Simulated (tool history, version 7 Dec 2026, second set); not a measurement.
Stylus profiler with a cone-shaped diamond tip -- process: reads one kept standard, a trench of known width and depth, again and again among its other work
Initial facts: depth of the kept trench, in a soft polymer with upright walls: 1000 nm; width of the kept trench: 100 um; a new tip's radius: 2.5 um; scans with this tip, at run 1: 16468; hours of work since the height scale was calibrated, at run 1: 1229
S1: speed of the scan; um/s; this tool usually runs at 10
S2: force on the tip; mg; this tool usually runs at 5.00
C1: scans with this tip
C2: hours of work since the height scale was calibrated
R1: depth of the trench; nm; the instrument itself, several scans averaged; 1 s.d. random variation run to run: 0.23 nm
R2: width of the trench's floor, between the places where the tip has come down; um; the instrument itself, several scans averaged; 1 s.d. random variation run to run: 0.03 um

run,hour,S1,S2,C1,C2,R1,R2
1,0.0,10,5.00,16468,1229,1021.26,94.51
2,10.4,27,5.00,16560,1236,1021.11,94.46
3,24.0,27,5.00,16680,1245,1020.86,94.42
4,33.0,27,5.00,16760,1250,1021.20,94.41
5,43.6,10,5.00,16853,1257,1021.11,94.44
6,58.4,10,5.00,16984,1267,1020.75,94.46
7,68.9,10,5.00,17076,1274,1020.85,94.42
8,78.8,10,5.00,17164,1281,1021.13,94.38
9,90.5,10,5.39,17267,1288,1022.39,94.44
10,99.3,10,5.39,17345,1294,1022.22,94.41
11,109.1,8,5.39,17431,1301,1022.29,94.44
12,123.1,30,5.00,17555,1310,1020.69,94.34
13,131.9,30,5.00,17633,1316,1021.10,94.33
14,147.6,30,7.62,17771,1326,1029.19,94.33
15,160.6,10,7.62,17886,1335,1029.30,94.37
16,169.8,17,5.00,17967,1341,1020.32,94.32
17,185.7,17,5.00,18107,1351,1021.01,94.34
18,196.5,10,5.00,18203,1358,1020.72,94.37
19,205.4,10,1.91,18281,1364,1007.84,94.35
20,213.7,10,1.91,18354,1369,1008.40,94.33
21,222.1,10,1.91,18428,1375,1008.30,94.34
22,233.7,12,5.00,18530,1383,1020.34,94.31
23,244.2,10,5.00,18624,1390,1020.18,94.35
24,258.1,10,5.00,18746,1399,1020.39,94.31
25,267.2,24,11.61,18827,1405,1040.27,94.27
26,280.2,24,11.61,18941,1413,1040.51,94.26
27,295.4,2,11.61,19075,1423,1039.97,94.26
28,306.9,10,10.79,19177,1431,1038.15,94.33
29,313.8,2,11.41,19238,1435,1039.33,94.27
30,323.9,2,11.41,19326,1442,1039.04,94.22
31,338.0,2,11.41,19451,1451,1039.60,94.31
32,345.4,2,11.41,19516,1456,1039.75,94.27
33,358.8,14,8.43,19635,1465,1030.92,94.25
34,374.0,14,8.43,19769,1475,1031.24,94.24
35,381.2,14,3.38,19832,1480,1014.10,94.18
36,394.4,3,1.90,19949,1488,1007.67,94.21
37,405.9,3,2.11,20050,1496,1008.70,94.23
38,421.5,20,8.12,20189,1506,1029.78,94.21
39,432.5,20,8.12,20285,1514,1030.01,94.23
40,440.1,20,8.12,20353,1519,1030.14,94.12
41,454.0,20,8.12,20475,1528,1030.09,94.19
42,466.3,7,10.56,20584,1536,1036.84,94.21
43,473.6,7,10.56,20648,1541,1037.11,94.18
44,486.3,7,10.56,20760,1549,1036.51,94.19
45,493.2,7,10.56,20821,1554,1036.54,94.12
46,503.0,2,11.69,20907,1560,1040.29,94.18

3 options for the next run, each taken on its own from the tool as it stands now. Forecast them:
A,514.4,23,6.30,21008,1567,?,?
B,514.4,3,2.53,21008,1567,?,?
C,514.4,18,4.49,21008,1567,?,?

run,R1,R2
A,1024.23,94.11
B,1010.59,94.16
C,1017.93,94.11
What these runs would have given with no unlogged condition in the tool:
run,R1,R2
A,1030.72,95.94
B,1016.99,95.99
C,1024.37,95.94

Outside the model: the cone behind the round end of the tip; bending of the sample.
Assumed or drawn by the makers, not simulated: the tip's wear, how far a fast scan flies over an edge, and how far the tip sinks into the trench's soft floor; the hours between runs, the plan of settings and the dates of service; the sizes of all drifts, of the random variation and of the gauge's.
